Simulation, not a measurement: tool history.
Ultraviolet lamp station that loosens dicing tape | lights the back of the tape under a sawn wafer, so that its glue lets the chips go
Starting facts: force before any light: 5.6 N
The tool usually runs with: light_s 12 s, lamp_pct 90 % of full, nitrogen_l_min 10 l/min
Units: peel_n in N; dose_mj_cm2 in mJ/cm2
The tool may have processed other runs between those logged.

Run 1, hour 0: usual settings. Result: peel_n 0.362 N, dose_mj_cm2 550 mJ/cm2.
Run 2, hour 29.8: usual settings. Result: peel_n 0.367 N, dose_mj_cm2 532 mJ/cm2.
Run 3, hour 63.4: usual settings. Result: peel_n 0.383 N, dose_mj_cm2 518 mJ/cm2.
Run 4, hour 79.5: usual settings. Result: peel_n 0.395 N, dose_mj_cm2 514 mJ/cm2.
Run 5, hour 109.7: usual settings. Result: peel_n 0.419 N, dose_mj_cm2 500 mJ/cm2.
Run 6, hour 137.2: usual settings. Result: peel_n 0.427 N, dose_mj_cm2 492 mJ/cm2.
Run 7, hour 168.6: usual settings. Result: peel_n 0.444 N, dose_mj_cm2 473 mJ/cm2.
Run 8, hour 186.7: usual settings. Result: peel_n 0.449 N, dose_mj_cm2 469 mJ/cm2.
Run 9, hour 203.7: usual settings. Result: peel_n 0.461 N, dose_mj_cm2 463 mJ/cm2.
At hour 217.8: window cleaned of glue's vapour.
Run 10, hour 224.2: usual settings but lamp_pct 88 % of full. Result: peel_n 0.603 N, dose_mj_cm2 395 mJ/cm2.
Run 11, hour 260.1: usual settings but lamp_pct 88 % of full. Result: peel_n 0.643 N, dose_mj_cm2 384 mJ/cm2.
Run 12, hour 279: usual settings but lamp_pct 88 % of full. Result: peel_n 0.654 N, dose_mj_cm2 374 mJ/cm2.
Run 13, hour 300: usual settings but lamp_pct 88 % of full, nitrogen_l_min 4 l/min. Result: peel_n 1.124 N, dose_mj_cm2 370 mJ/cm2.
At hour 312: window cleaned of glue's vapour, once more.
Run 14, hour 334: usual settings but nitrogen_l_min 4 l/min. Result: peel_n 0.63 N, dose_mj_cm2 515 mJ/cm2.
Run 15, hour 363.8: usual settings but nitrogen_l_min 4 l/min. Result: peel_n 0.678 N, dose_mj_cm2 514 mJ/cm2.
Run 16, hour 384.7: usual settings but nitrogen_l_min 4 l/min. Result: peel_n 0.69 N, dose_mj_cm2 503 mJ/cm2.
Run 17, hour 400.4: usual settings but light_s 7 s, nitrogen_l_min 4 l/min. Result: peel_n 1.475 N, dose_mj_cm2 287 mJ/cm2.
Run 18, hour 419.9: usual settings. Result: peel_n 0.448 N, dose_mj_cm2 484 mJ/cm2.
Run 19, hour 450.6: usual settings but nitrogen_l_min 11 l/min. Result: peel_n 0.437 N, dose_mj_cm2 473 mJ/cm2.
Run 20, hour 470.7: usual settings but lamp_pct 60 % of full. Result: peel_n 0.918 N, dose_mj_cm2 304 mJ/cm2.
Run 21, hour 495.5: usual settings but lamp_pct 60 % of full. Result: peel_n 0.97 N, dose_mj_cm2 302 mJ/cm2.
Run 22, hour 522.8: usual settings but lamp_pct 60 % of full. Result: peel_n 1.002 N, dose_mj_cm2 294 mJ/cm2.
Run 23, hour 542.1: usual settings but lamp_pct 60 % of full. Result: peel_n 0.99 N, dose_mj_cm2 287 mJ/cm2.
Run 24, hour 562: usual settings but light_s 9 s, lamp_pct 71 % of full, nitrogen_l_min 11 l/min. Result: peel_n 1.179 N, dose_mj_cm2 253 mJ/cm2.
Run 25, hour 584.6: usual settings but light_s 8 s, lamp_pct 81 % of full, nitrogen_l_min 14 l/min. Result: peel_n 1.083 N, dose_mj_cm2 251 mJ/cm2.
Run 26, hour 618.4: usual settings but light_s 8 s, lamp_pct 81 % of full, nitrogen_l_min 14 l/min. Result: peel_n 1.143 N, dose_mj_cm2 242 mJ/cm2.
At hour 625.4: lamp changed.
Run 27, hour 655.3: usual settings but light_s 8 s, lamp_pct 81 % of full, nitrogen_l_min 14 l/min. Result: peel_n 0.693 N, dose_mj_cm2 333 mJ/cm2.
Run 28, hour 673.9: usual settings but light_s 8 s, lamp_pct 81 % of full, nitrogen_l_min 14 l/min. Result: peel_n 0.719 N, dose_mj_cm2 321 mJ/cm2.
Run 29, hour 704.3: usual settings but light_s 6 s, lamp_pct 76 % of full. Result: peel_n 1.368 N, dose_mj_cm2 224 mJ/cm2.
Run 30, hour 722.5: usual settings but light_s 6 s, lamp_pct 76 % of full. Result: peel_n 1.498 N, dose_mj_cm2 220 mJ/cm2.
At hour 741.5: window cleaned of glue's vapour.
Run 31, hour 743: usual settings but nitrogen_l_min 5 l/min. Result: peel_n 0.426 N, dose_mj_cm2 617 mJ/cm2.
Run 32, hour 769.5: usual settings but light_s 13 s, lamp_pct 85 % of full, nitrogen_l_min 5 l/min. Result: peel_n 0.421 N, dose_mj_cm2 624 mJ/cm2.
Run 33, hour 805.3: usual settings but light_s 17 s, lamp_pct 72 % of full, nitrogen_l_min 20 l/min. Result: peel_n 0.26 N, dose_mj_cm2 669 mJ/cm2.
Run 34, hour 838: usual settings but light_s 16 s, lamp_pct 89 % of full, nitrogen_l_min 4 l/min. Result: peel_n 0.366 N, dose_mj_cm2 757 mJ/cm2.
Run 35, hour 861: usual settings but light_s 13 s, lamp_pct 60 % of full, nitrogen_l_min 14 l/min. Result: peel_n 0.494 N, dose_mj_cm2 404 mJ/cm2.
Run 36, hour 895.2: usual settings but light_s 20 s, lamp_pct 96 % of full, nitrogen_l_min 14 l/min. Result: peel_n 0.229 N, dose_mj_cm2 967 mJ/cm2.
Run 37, hour 919.5: usual settings but light_s 9 s, lamp_pct 60 % of full, nitrogen_l_min 18 l/min. Result: peel_n 0.867 N, dose_mj_cm2 266 mJ/cm2.
Run 38, hour 940.1: usual settings but light_s 10 s, lamp_pct 73 % of full. Result: peel_n 0.699 N, dose_mj_cm2 354 mJ/cm2.
Run 39, hour 958.8: usual settings but light_s 14 s, lamp_pct 86 % of full, nitrogen_l_min 9 l/min. Result: peel_n 0.36 N, dose_mj_cm2 572 mJ/cm2.
Run 40, hour 990.2: usual settings but lamp_pct 70 % of full, nitrogen_l_min 7 l/min. Result: peel_n 0.73 N, dose_mj_cm2 392 mJ/cm2.
Run 41, hour 1016.4: usual settings but light_s 8 s, lamp_pct 70 % of full, nitrogen_l_min 4 l/min. Result: peel_n 1.814 N, dose_mj_cm2 256 mJ/cm2.
Run 42, hour 1051.9: usual settings but light_s 8 s, lamp_pct 70 % of full, nitrogen_l_min 4 l/min. Result: peel_n 1.752 N, dose_mj_cm2 247 mJ/cm2.
Run 43, hour 1079.7: usual settings but light_s 8 s, lamp_pct 70 % of full, nitrogen_l_min 4 l/min. Result: peel_n 1.851 N, dose_mj_cm2 242 mJ/cm2.

Alternative continuations, all from the tool just after run 43; predict every row:
Run A, hour 1104.6: usual settings but light_s 8 s, lamp_pct 69 % of full, nitrogen_l_min 7 l/min. Result: peel_n ?, dose_mj_cm2 ?.
Run B, hour 1104.6: usual settings but light_s 10 s, lamp_pct 70 % of full, nitrogen_l_min 4 l/min. Result: peel_n ?, dose_mj_cm2 ?.
Run C, hour 1104.6: usual settings but lamp_pct 77 % of full, nitrogen_l_min 11 l/min. Result: peel_n ?, dose_mj_cm2 ?.
Run D, hour 1104.6: usual settings but light_s 7 s. Result: peel_n ?, dose_mj_cm2 ?.

run  peel_n  dose_mj_cm2
  A   1.549          230
  B   1.479          293
  C   0.587          388
  D   1.164          261
The same runs, with their run-to-run variation unchanged, on a tool lacking any hidden condition would have given:
run  peel_n  dose_mj_cm2
  A   0.951          331
  B   0.891          421
  C   0.337          557
  D   0.664          377
